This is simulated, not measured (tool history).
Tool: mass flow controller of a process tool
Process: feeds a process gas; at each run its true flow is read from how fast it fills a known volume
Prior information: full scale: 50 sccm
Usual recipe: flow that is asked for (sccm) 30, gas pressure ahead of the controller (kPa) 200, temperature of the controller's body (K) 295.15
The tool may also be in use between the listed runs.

run	hour	flow that is asked for (sccm)	gas pressure ahead of the controller (kPa)	temperature of the controller's body (K)	true flow (%)
1	0.0	30	200	295.15	99.88
2	181.9	30	200	295.15	99.78
3	292.4	30	200	295.15	99.91
4	471.1	30	200	295.15	99.98
5	676.4	30	200	295.15	99.98
6	915.1	30	200	295.15	100.04
7	1026.9	17	200	295.15	100.07
8	1203.2	17	200	295.15	99.98
9	1400.3	36	152	298.15	100.21
10	1615.7	20	272	298.15	100.35
11	1737.2	20	272	298.15	100.60
12	1959.6	10	154	305.15	100.46

The next listed run, before its measurement:
13	2108.2	6	155	295.15	?

{"run 13": {"true flow (%)": 100.01}}
Had the tool carried no hidden state, the very same run would have given true flow (%) 99.39.
